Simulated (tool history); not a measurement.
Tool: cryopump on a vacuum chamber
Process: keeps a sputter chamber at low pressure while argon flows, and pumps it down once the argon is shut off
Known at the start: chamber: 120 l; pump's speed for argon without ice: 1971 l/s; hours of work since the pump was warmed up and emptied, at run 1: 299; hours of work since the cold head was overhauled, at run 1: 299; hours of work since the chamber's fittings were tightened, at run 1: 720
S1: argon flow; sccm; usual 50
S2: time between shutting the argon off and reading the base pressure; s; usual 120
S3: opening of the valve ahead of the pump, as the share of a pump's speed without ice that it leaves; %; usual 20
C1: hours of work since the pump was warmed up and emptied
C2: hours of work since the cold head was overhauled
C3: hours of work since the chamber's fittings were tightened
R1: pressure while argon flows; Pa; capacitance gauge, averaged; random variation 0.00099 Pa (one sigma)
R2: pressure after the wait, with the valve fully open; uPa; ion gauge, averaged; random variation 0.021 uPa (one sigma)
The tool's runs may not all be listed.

{"run": 1, "hour": 0.0, "S1": 50, "S2": 120, "S3": 20, "C1": 299, "C2": 299, "C3": 720, "R1": 0.2199, "R2": 1.03}
{"run": 2, "hour": 10.2, "S1": 50, "S2": 120, "S3": 20, "C1": 308, "C2": 308, "C3": 729, "R1": 0.2175, "R2": 1}
{"run": 3, "hour": 21.5, "S1": 50, "S2": 120, "S3": 20, "C1": 318, "C2": 318, "C3": 739, "R1": 0.2198, "R2": 0.94}
{"run": 4, "hour": 29.2, "S1": 50, "S2": 120, "S3": 20, "C1": 325, "C2": 325, "C3": 746, "R1": 0.2196, "R2": 0.96}
{"run": 5, "hour": 45.1, "S1": 50, "S2": 120, "S3": 21, "C1": 339, "C2": 339, "C3": 760, "R1": 0.2085, "R2": 1.01}
{"run": 6, "hour": 59.5, "S1": 50, "S2": 120, "S3": 21, "C1": 352, "C2": 352, "C3": 773, "R1": 0.2095, "R2": 0.99}
{"run": 7, "hour": 70.4, "S1": 50, "S2": 120, "S3": 20, "C1": 362, "C2": 362, "C3": 783, "R1": 0.2197, "R2": 1.02}
{"run": 8, "hour": 77.6, "S1": 50, "S2": 120, "S3": 20, "C1": 368, "C2": 368, "C3": 789, "R1": 0.2198, "R2": 1.03}
{"run": 9, "hour": 90.6, "S1": 50, "S2": 120, "S3": 20, "C1": 380, "C2": 380, "C3": 801, "R1": 0.22, "R2": 1.01}
{"run": 10, "hour": 105.0, "S1": 50, "S2": 120, "S3": 20, "C1": 393, "C2": 393, "C3": 814, "R1": 0.2206, "R2": 1.01}
{"run": 11, "hour": 114.4, "S1": 50, "S2": 120, "S3": 20, "C1": 401, "C2": 401, "C3": 822, "R1": 0.2197, "R2": 1.04}
{"run": 12, "hour": 131.0, "S1": 50, "S2": 120, "S3": 20, "C1": 416, "C2": 416, "C3": 837, "R1": 0.2196, "R2": 1.07}
{"run": 13, "hour": 145.9, "S1": 50, "S2": 120, "S3": 20, "C1": 429, "C2": 429, "C3": 850, "R1": 0.2202, "R2": 1.09}
{"run": 14, "hour": 158.8, "S1": 50, "S2": 120, "S3": 20, "C1": 441, "C2": 441, "C3": 862, "R1": 0.2213, "R2": 1.06}
{"run": 15, "hour": 165.9, "S1": 50, "S2": 120, "S3": 20, "C1": 447, "C2": 447, "C3": 868, "R1": 0.2211, "R2": 1.12}
{"run": 16, "hour": 182.4, "S1": 50, "S2": 120, "S3": 20, "C1": 462, "C2": 462, "C3": 883, "R1": 0.2209, "R2": 1.12}
{"run": 17, "hour": 191.6, "S1": 25, "S2": 120, "S3": 20, "C1": 470, "C2": 470, "C3": 891, "R1": 0.1108, "R2": 1.13}
{"run": 18, "hour": 198.6, "S1": 25, "S2": 120, "S3": 20, "C1": 477, "C2": 477, "C3": 897, "R1": 0.1112, "R2": 1.1}
{"run": 19, "hour": 206.5, "S1": 50, "S2": 46, "S3": 31, "C1": 484, "C2": 484, "C3": 904, "R1": 0.1444, "R2": 1.67}
{"run": 20, "hour": 214.6, "S1": 50, "S2": 46, "S3": 31, "C1": 491, "C2": 491, "C3": 912, "R1": 0.1445, "R2": 1.72}
{"run": 21, "hour": 222.1, "S1": 84, "S2": 63, "S3": 19, "C1": 498, "C2": 498, "C3": 918, "R1": 0.392, "R2": 1.44}
{"run": 22, "hour": 236.3, "S1": 41, "S2": 85, "S3": 29, "C1": 510, "C2": 510, "C3": 931, "R1": 0.1282, "R2": 1.26}
{"run": 23, "hour": 246.9, "S1": 21, "S2": 109, "S3": 57, "C1": 520, "C2": 520, "C3": 941, "R1": 0.0352, "R2": 1.18}
{"run": 24, "hour": 258.2, "S1": 21, "S2": 109, "S3": 57, "C1": 530, "C2": 530, "C3": 951, "R1": 0.0352, "R2": 1.25}
{"run": 25, "hour": 268.6, "S1": 40, "S2": 94, "S3": 41, "C1": 539, "C2": 539, "C3": 960, "R1": 0.0898, "R2": 1.24}
{"run": 26, "hour": 279.1, "S1": 73, "S2": 42, "S3": 46, "C1": 549, "C2": 549, "C3": 969, "R1": 0.1483, "R2": 1.93}
{"run": 27, "hour": 295.7, "S1": 50, "S2": 128, "S3": 57, "C1": 563, "C2": 563, "C3": 984, "R1": 0.0834, "R2": 1.18}
{"run": 28, "hour": 303.2, "S1": 50, "S2": 44, "S3": 17, "C1": 570, "C2": 570, "C3": 991, "R1": 0.2605, "R2": 1.85}
{"run": 29, "hour": 310.6, "S1": 50, "S2": 44, "S3": 17, "C1": 577, "C2": 577, "C3": 998, "R1": 0.2604, "R2": 1.87}
{"run": 30, "hour": 320.2, "S1": 50, "S2": 36, "S3": 22, "C1": 585, "C2": 585, "C3": 1006, "R1": 0.2045, "R2": 2.06}
{"run": 31, "hour": 328.6, "S1": 50, "S2": 36, "S3": 22, "C1": 593, "C2": 593, "C3": 1014, "R1": 0.2043, "R2": 2.08}
{"run": 32, "hour": 341.6, "S1": 84, "S2": 226, "S3": 33, "C1": 604, "C2": 604, "C3": 1025, "R1": 0.2349, "R2": 1.02}
{"run": 33, "hour": 348.5, "S1": 72, "S2": 45, "S3": 20, "C1": 611, "C2": 611, "C3": 1031, "R1": 0.3225, "R2": 1.82}
{"run": 34, "hour": 363.4, "S1": 72, "S2": 45, "S3": 20, "C1": 624, "C2": 624, "C3": 1045, "R1": 0.3209, "R2": 1.83}
{"run": 35, "hour": 373.7, "S1": 22, "S2": 60, "S3": 28, "C1": 633, "C2": 633, "C3": 1054, "R1": 0.072, "R2": 1.61}

Forecast each of these 3 alternatives for the next run:
{"run": "A", "hour": 382.0, "S1": 22, "S2": 60, "S3": 36, "C1": 641, "C2": 641, "C3": 1061, "R1": "?", "R2": "?"}
{"run": "B", "hour": 382.0, "S1": 22, "S2": 60, "S3": 49, "C1": 641, "C2": 641, "C3": 1061, "R1": "?", "R2": "?"}
{"run": "C", "hour": 382.0, "S1": 46, "S2": 25, "S3": 20, "C1": 641, "C2": 641, "C3": 1061, "R1": "?", "R2": "?"}

run=A R1=0.0572 R2=1.64
run=B R1=0.043 R2=1.63
run=C R1=0.2065 R2=2.62
Without the tool's hidden state the same runs would have given:
run=A R1=0.0528 R2=0.9
run=B R1=0.0387 R2=0.9
run=C R1=0.1974 R2=1.89

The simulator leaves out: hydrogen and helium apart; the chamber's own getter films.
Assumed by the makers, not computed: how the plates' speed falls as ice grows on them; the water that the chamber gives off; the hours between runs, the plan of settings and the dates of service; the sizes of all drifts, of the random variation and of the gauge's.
